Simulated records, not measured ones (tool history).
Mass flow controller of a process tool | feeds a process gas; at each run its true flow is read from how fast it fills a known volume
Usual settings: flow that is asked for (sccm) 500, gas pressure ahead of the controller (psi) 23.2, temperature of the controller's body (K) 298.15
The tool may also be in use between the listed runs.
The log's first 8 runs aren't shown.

| run | hour | flow that is asked for (sccm) | gas pressure ahead of the controller (psi) | temperature of the controller's body (K) | true flow (%) |
|---|---|---|---|---|---|
| 9 | 774.6 | 573 | 29.4 | 298.15 | 99.40 |
| 10 | 877.8 | 500 | 23.2 | 298.15 | 99.40 |
| 11 | 987.1 | 500 | 23.2 | 298.15 | 99.47 |
| 12 | 1064.1 | 500 | 23.2 | 298.15 | 99.45 |
| 13 | 1188.0 | 169 | 23.2 | 298.15 | 99.35 |
| 14 | 1286.8 | 500 | 23.2 | 298.15 | 99.40 |
| 15 | 1353.3 | 500 | 23.2 | 298.15 | 99.48 |
| 16 | 1474.6 | 500 | 23.2 | 298.15 | 99.56 |
| 17 | 1588.0 | 603 | 21.0 | 294.15 | 100.24 |
| 18 | 1693.5 | 426 | 37.0 | 298.15 | 98.78 |
| 19 | 1812.5 | 426 | 37.0 | 298.15 | 99.00 |
| 20 | 1873.3 | 426 | 37.0 | 298.15 | 98.96 |
| 21 | 1930.4 | 500 | 21.0 | 303.15 | 99.26 |
| 22 | 2012.5 | 500 | 21.0 | 297.15 | 99.85 |
| 23 | 2126.2 | 559 | 28.0 | 305.15 | 99.17 |
| 24 | 2238.7 | 559 | 28.0 | 305.15 | 99.08 |
| 25 | 2350.1 | 559 | 28.0 | 307.15 | 98.91 |
| 26 | 2413.5 | 559 | 28.0 | 307.15 | 98.99 |
| 27 | 2506.6 | 633 | 23.2 | 304.15 | 99.67 |
| 28 | 2565.0 | 220 | 29.2 | 298.15 | 99.10 |
| 29 | 2657.3 | 220 | 29.2 | 298.15 | 99.28 |
| 30 | 2716.8 | 220 | 29.2 | 298.15 | 99.30 |
| 31 | 2827.8 | 889 | 32.8 | 293.15 | 100.67 |
| 32 | 2897.4 | 211 | 20.7 | 298.15 | 99.63 |

3 ways to go on from here, each from the tool as it stands after run 32. What would each give?
| A | 2967.2 | 198 | 23.9 | 298.15 | ? |
| B | 2967.2 | 625 | 32.1 | 304.15 | ? |
| C | 2967.2 | 802 | 22.2 | 298.15 | ? |

| run | true flow (%) |
|---|---|
| A | 99.59 |
| B | 99.34 |
| C | 100.55 |
Without the tool's hidden state the same runs would have given:
| run | true flow (%) |
|---|---|
| A | 97.45 |
| B | 98.28 |
| C | 99.59 |
